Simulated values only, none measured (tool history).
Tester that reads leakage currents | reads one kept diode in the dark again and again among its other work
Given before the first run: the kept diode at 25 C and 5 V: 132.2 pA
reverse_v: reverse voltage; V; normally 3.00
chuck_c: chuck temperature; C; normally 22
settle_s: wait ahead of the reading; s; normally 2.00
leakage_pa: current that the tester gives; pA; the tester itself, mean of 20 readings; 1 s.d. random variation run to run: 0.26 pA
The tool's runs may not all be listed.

{"run": 1, "hour": 0.0, "reverse_v": 3.0, "chuck_c": 22, "settle_s": 2.0, "leakage_pa": 78.23}
{"run": 2, "hour": 35.1, "reverse_v": 3.0, "chuck_c": 22, "settle_s": 2.0, "leakage_pa": 77.8}
{"run": 3, "hour": 64.9, "reverse_v": 3.0, "chuck_c": 22, "settle_s": 3.17, "leakage_pa": 77.47}
{"run": 4, "hour": 92.3, "reverse_v": 3.0, "chuck_c": 22, "settle_s": 3.17, "leakage_pa": 77.56}
{"run": 5, "hour": 134.6, "reverse_v": 3.0, "chuck_c": 22, "settle_s": 3.17, "leakage_pa": 76.96}
{"run": 6, "hour": 153.9, "reverse_v": 2.99, "chuck_c": 22, "settle_s": 3.17, "leakage_pa": 76.9}
{"run": 7, "hour": 179.4, "reverse_v": 2.99, "chuck_c": 22, "settle_s": 3.17, "leakage_pa": 76.74}
{"run": 8, "hour": 203.4, "reverse_v": 3.0, "chuck_c": 22, "settle_s": 2.0, "leakage_pa": 76.42}
{"run": 9, "hour": 236.3, "reverse_v": 5.82, "chuck_c": 58, "settle_s": 2.14, "leakage_pa": 1118.45}
{"run": 10, "hour": 259.0, "reverse_v": 3.18, "chuck_c": 24, "settle_s": 0.33, "leakage_pa": 91.49}

Run 11 is up next; what results do you expect?
{"run": 11, "hour": 278.9, "reverse_v": 4.31, "chuck_c": 22, "settle_s": 1.68, "leakage_pa": "?"}

{"run 11": {"leakage_pa": 88.61}}
On a tool with no hidden condition, and with the same random variation, this run would have come out at leakage_pa 100.48 pA.
